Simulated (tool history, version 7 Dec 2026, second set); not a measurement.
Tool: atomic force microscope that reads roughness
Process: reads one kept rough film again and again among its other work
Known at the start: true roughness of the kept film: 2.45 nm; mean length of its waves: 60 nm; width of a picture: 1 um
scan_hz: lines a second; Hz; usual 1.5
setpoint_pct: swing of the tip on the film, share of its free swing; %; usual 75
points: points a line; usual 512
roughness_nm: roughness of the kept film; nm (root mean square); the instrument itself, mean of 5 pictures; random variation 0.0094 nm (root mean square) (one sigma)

| run | hour | scan_hz | setpoint_pct | points | roughness_nm |
|---|---|---|---|---|---|
| 1 | 0 | 1.5 | 75 | 512 | 2.001 |
| 2 | 10.4 | 1.5 | 75 | 512 | 1.971 |
| 3 | 29.7 | 1.5 | 75 | 512 | 1.954 |
| 4 | 47.2 | 1.5 | 75 | 512 | 1.94 |
|  | 52.1 | new tip fitted |
| 5 | 58.7 | 1.73 | 75 | 512 | 2.088 |
| 6 | 76.2 | 1.73 | 83 | 419 | 1.943 |
| 7 | 91 | 1.73 | 66 | 402 | 2.153 |
| 8 | 106.7 | 1.73 | 66 | 402 | 2.116 |
| 9 | 117.1 | 1.73 | 66 | 402 | 2.116 |
| 10 | 133.5 | 1.73 | 66 | 402 | 2.099 |

Measured less the same run without the tool's hidden state. The same run-to-run variation is in both; the gauge's scatter may not be:
The hidden state here: radius of the tip, nm; height scale over the true one, %; drift of the gauge itself on roughness_nm, %.
| run | roughness_nm |
|---|---|
| 1 | -0.145 |
| 2 | -0.155 |
| 3 | -0.175 |
| 4 | -0.196 |
| 5 | -0.015 |
| 6 | -0.035 |
| 7 | -0.056 |
| 8 | -0.075 |
| 9 | -0.089 |
| 10 | -0.106 |
